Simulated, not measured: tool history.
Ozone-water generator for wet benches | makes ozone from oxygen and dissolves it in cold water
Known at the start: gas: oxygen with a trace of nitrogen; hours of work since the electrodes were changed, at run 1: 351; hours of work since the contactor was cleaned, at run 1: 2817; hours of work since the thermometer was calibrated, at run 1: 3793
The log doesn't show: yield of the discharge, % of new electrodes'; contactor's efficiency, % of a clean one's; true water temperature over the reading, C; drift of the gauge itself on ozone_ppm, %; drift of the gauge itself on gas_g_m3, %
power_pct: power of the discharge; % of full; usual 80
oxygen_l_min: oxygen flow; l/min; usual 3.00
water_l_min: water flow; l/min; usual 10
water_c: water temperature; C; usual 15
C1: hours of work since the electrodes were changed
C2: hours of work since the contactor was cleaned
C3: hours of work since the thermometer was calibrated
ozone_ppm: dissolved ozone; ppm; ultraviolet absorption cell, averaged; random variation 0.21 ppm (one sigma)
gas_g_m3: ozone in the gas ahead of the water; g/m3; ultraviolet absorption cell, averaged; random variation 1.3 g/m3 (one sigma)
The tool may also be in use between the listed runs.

run 1 hour=0.0 | power_pct=80 oxygen_l_min=3.00 water_l_min=10 water_c=15 | C1=351 C2=2817 C3=3793 | ozone_ppm=29.5 gas_g_m3=234.9
run 2 hour=24.5 | power_pct=80 oxygen_l_min=3.00 water_l_min=10 water_c=15 | C1=368 C2=2834 C3=3810 | ozone_ppm=29.7 gas_g_m3=235.6
run 3 hour=49.9 | power_pct=80 oxygen_l_min=3.00 water_l_min=10 water_c=15 | C1=385 C2=2851 C3=3827 | ozone_ppm=29.7 gas_g_m3=235.6
run 4 hour=67.1 | power_pct=80 oxygen_l_min=3.00 water_l_min=10 water_c=15 | C1=396 C2=2862 C3=3838 | ozone_ppm=29.6 gas_g_m3=233.5
run 5 hour=85.9 | power_pct=61 oxygen_l_min=3.00 water_l_min=10 water_c=15 | C1=409 C2=2875 C3=3851 | ozone_ppm=25.2 gas_g_m3=200.8
run 6 hour=107.1 | power_pct=61 oxygen_l_min=3.00 water_l_min=7 water_c=15 | C1=423 C2=2889 C3=3865 | ozone_ppm=31.7 gas_g_m3=198.6
run 7 hour=139.9 | power_pct=61 oxygen_l_min=3.00 water_l_min=7 water_c=15 | C1=445 C2=2911 C3=3887 | ozone_ppm=31.7 gas_g_m3=199.8
run 8 hour=164.8 | power_pct=61 oxygen_l_min=3.00 water_l_min=7 water_c=15 | C1=461 C2=2928 C3=3903 | ozone_ppm=31.9 gas_g_m3=198.6
run 9 hour=187.3 | power_pct=61 oxygen_l_min=3.00 water_l_min=7 water_c=15 | C1=476 C2=2943 C3=3919 | ozone_ppm=32.0 gas_g_m3=198.2
run 10 hour=211.8 | power_pct=61 oxygen_l_min=3.00 water_l_min=8 water_c=15 | C1=493 C2=2959 C3=3935 | ozone_ppm=29.4 gas_g_m3=198.9
run 11 hour=227.6 | power_pct=61 oxygen_l_min=3.00 water_l_min=8 water_c=15 | C1=503 C2=2970 C3=3946 | ozone_ppm=29.5 gas_g_m3=198.4
run 12 hour=255.3 | power_pct=61 oxygen_l_min=3.00 water_l_min=8 water_c=15 | C1=522 C2=2988 C3=3964 | ozone_ppm=29.0 gas_g_m3=198.2
run 13 hour=270.7 | power_pct=61 oxygen_l_min=3.00 water_l_min=8 water_c=15 | C1=532 C2=2998 C3=3974 | ozone_ppm=29.4 gas_g_m3=199.6
run 14 hour=289.1 | power_pct=61 oxygen_l_min=3.00 water_l_min=8 water_c=15 | C1=545 C2=3011 C3=3987 | ozone_ppm=29.3 gas_g_m3=199.3
-- hour=307.2 contactor cleaned
run 15 hour=312.0 | power_pct=80 oxygen_l_min=1.50 water_l_min=10 water_c=15 | C1=557 C2=3 C3=3999 | ozone_ppm=28.2 gas_g_m3=329.2
run 16 hour=329.4 | power_pct=80 oxygen_l_min=1.50 water_l_min=10 water_c=15 | C1=569 C2=15 C3=4011 | ozone_ppm=28.5 gas_g_m3=331.7
run 17 hour=360.0 | power_pct=80 oxygen_l_min=3.00 water_l_min=16 water_c=15 | C1=589 C2=35 C3=4031 | ozone_ppm=21.5 gas_g_m3=236.4
run 18 hour=375.9 | power_pct=80 oxygen_l_min=3.00 water_l_min=16 water_c=15 | C1=600 C2=46 C3=4042 | ozone_ppm=21.6 gas_g_m3=231.2
run 19 hour=390.8 | power_pct=80 oxygen_l_min=3.00 water_l_min=16 water_c=15 | C1=610 C2=56 C3=4052 | ozone_ppm=21.6 gas_g_m3=232.9
run 20 hour=407.3 | power_pct=49 oxygen_l_min=1.91 water_l_min=10 water_c=10 | C1=621 C2=67 C3=4063 | ozone_ppm=23.2 gas_g_m3=221.6
run 21 hour=435.5 | power_pct=49 oxygen_l_min=1.62 water_l_min=8 water_c=10 | C1=640 C2=86 C3=4082 | ozone_ppm=27.1 gas_g_m3=238.7
run 22 hour=454.5 | power_pct=49 oxygen_l_min=1.62 water_l_min=8 water_c=10 | C1=653 C2=99 C3=4095 | ozone_ppm=27.3 gas_g_m3=239.2
run 23 hour=467.8 | power_pct=49 oxygen_l_min=1.62 water_l_min=8 water_c=10 | C1=662 C2=108 C3=4104 | ozone_ppm=27.4 gas_g_m3=238.0
run 24 hour=488.6 | power_pct=49 oxygen_l_min=1.62 water_l_min=8 water_c=10 | C1=675 C2=121 C3=4118 | ozone_ppm=27.1 gas_g_m3=238.9
run 25 hour=506.1 | power_pct=49 oxygen_l_min=1.62 water_l_min=8 water_c=10 | C1=687 C2=133 C3=4129 | ozone_ppm=26.8 gas_g_m3=239.6
run 26 hour=526.3 | power_pct=42 oxygen_l_min=1.91 water_l_min=8 water_c=10 | C1=701 C2=147 C3=4143 | ozone_ppm=25.1 gas_g_m3=200.3
run 27 hour=556.5 | power_pct=80 oxygen_l_min=3.50 water_l_min=10 water_c=15 | C1=721 C2=167 C3=4163 | ozone_ppm=30.5 gas_g_m3=215.7
run 28 hour=571.4 | power_pct=80 oxygen_l_min=1.61 water_l_min=10 water_c=15 | C1=731 C2=177 C3=4173 | ozone_ppm=28.2 gas_g_m3=319.9
run 29 hour=587.3 | power_pct=80 oxygen_l_min=1.61 water_l_min=10 water_c=15 | C1=742 C2=188 C3=4184 | ozone_ppm=28.4 gas_g_m3=322.6
run 30 hour=614.8 | power_pct=63 oxygen_l_min=2.94 water_l_min=12 water_c=15 | C1=760 C2=206 C3=4202 | ozone_ppm=23.1 gas_g_m3=205.1
run 31 hour=628.8 | power_pct=63 oxygen_l_min=2.94 water_l_min=12 water_c=15 | C1=769 C2=215 C3=4211 | ozone_ppm=23.1 gas_g_m3=206.2
run 32 hour=652.5 | power_pct=57 oxygen_l_min=3.00 water_l_min=12 water_c=15 | C1=785 C2=231 C3=4227 | ozone_ppm=22.0 gas_g_m3=191.9

The same runs without the tool's hidden state, with the same run-to-run variation:
run=1 ozone_ppm=31.2 gas_g_m3=238.3
run=2 ozone_ppm=31.3 gas_g_m3=239.1
run=3 ozone_ppm=31.3 gas_g_m3=239.2
run=4 ozone_ppm=31.3 gas_g_m3=237.1
run=5 ozone_ppm=26.5 gas_g_m3=203.5
run=6 ozone_ppm=33.3 gas_g_m3=201.4
run=7 ozone_ppm=33.4 gas_g_m3=202.6
run=8 ozone_ppm=33.5 gas_g_m3=201.5
run=9 ozone_ppm=33.7 gas_g_m3=201.2
run=10 ozone_ppm=31.0 gas_g_m3=202.0
run=11 ozone_ppm=31.1 gas_g_m3=201.5
run=12 ozone_ppm=30.6 gas_g_m3=201.4
run=13 ozone_ppm=31.0 gas_g_m3=202.8
run=14 ozone_ppm=31.0 gas_g_m3=202.5
run=15 ozone_ppm=28.9 gas_g_m3=335.6
run=16 ozone_ppm=29.2 gas_g_m3=338.3
run=17 ozone_ppm=22.1 gas_g_m3=241.3
run=18 ozone_ppm=22.2 gas_g_m3=236.0
run=19 ozone_ppm=22.2 gas_g_m3=237.8
run=20 ozone_ppm=23.7 gas_g_m3=225.1
run=21 ozone_ppm=27.6 gas_g_m3=242.5
run=22 ozone_ppm=27.8 gas_g_m3=243.0
run=23 ozone_ppm=28.0 gas_g_m3=241.9
run=24 ozone_ppm=27.7 gas_g_m3=242.8
run=25 ozone_ppm=27.4 gas_g_m3=243.6
run=26 ozone_ppm=25.6 gas_g_m3=203.3
run=27 ozone_ppm=31.4 gas_g_m3=220.8
run=28 ozone_ppm=29.1 gas_g_m3=327.6
run=29 ozone_ppm=29.3 gas_g_m3=330.5
run=30 ozone_ppm=23.8 gas_g_m3=209.5
run=31 ozone_ppm=23.8 gas_g_m3=210.7
run=32 ozone_ppm=22.6 gas_g_m3=195.9
